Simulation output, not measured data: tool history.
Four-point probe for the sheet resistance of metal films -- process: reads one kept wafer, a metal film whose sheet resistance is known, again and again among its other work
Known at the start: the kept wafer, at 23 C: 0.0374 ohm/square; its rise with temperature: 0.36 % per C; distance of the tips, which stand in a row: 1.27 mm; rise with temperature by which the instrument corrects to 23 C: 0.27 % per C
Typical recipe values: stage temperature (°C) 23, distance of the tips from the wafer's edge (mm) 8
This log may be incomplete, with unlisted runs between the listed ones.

run    hour  stage temperature (°C)  distance of the tips from the wafer's edge (mm)  sheet resistance as the instrument gives it (ohm/square)
  1       0                      23                                                8                                                   0.03791
  2    57.3                      23                                                8                                                    0.0379
  3   175.8                      23                                                8                                                  0.037906
  4   262.4                      23                                                8                                                  0.037893
  5   380.4                      19                                                8                                                  0.037756
  6   486.7                      19                                                8                                                  0.037762
  7   581.1                      19                                                8                                                   0.03776
  8   654.7                      19                                                8                                                  0.037733
  9   772.6                      19                                                8                                                  0.037727
 10     856                      19                                                8                                                  0.037735
 11   956.5                      23                                                8                                                  0.037852
 12  1018.2                      23                                                8                                                   0.03786
 13  1079.2                      22                                               11                                                   0.03758
 14    1152                      24                                                4                                                  0.039315
 15  1219.4                      19                                               11                                                  0.037488
 16  1323.2                      19                                               11                                                  0.037479
 17    1405                      19                                               11                                                  0.037479
 18  1523.5                      19                                               11                                                   0.03747
 19  1582.6                      19                                               11                                                  0.037477
 20  1706.9                      19                                               11                                                  0.037469
 21  1823.7                      23                                               61                                                  0.037334
 22  1928.4                      23                                               17                                                  0.037425
 23    1979                      23                                               17                                                  0.037435
 24  2032.7                      30                                               32                                                  0.037569

Consider 4 possible next runs. They are alternatives, not a sequence: every one starts from the tool as it was left by run 24. What does each give?
  A  2145.9                      22                                                9                                                         ?
  B  2145.9                      23                                               14                                                         ?
  C  2145.9                      23                                                4                                                         ?
  D  2145.9                      19                                               32                                                         ?

run  sheet resistance as the instrument gives it (ohm/square)
  A                                                  0.037671
  B                                                  0.037486
  C                                                   0.03921
  D                                                  0.037211
With no hidden state in the tool, these same runs would have given:
run  sheet resistance as the instrument gives it (ohm/square)
  A                                                  0.037762
  B                                                  0.037576
  C                                                  0.039304
  D                                                  0.037302
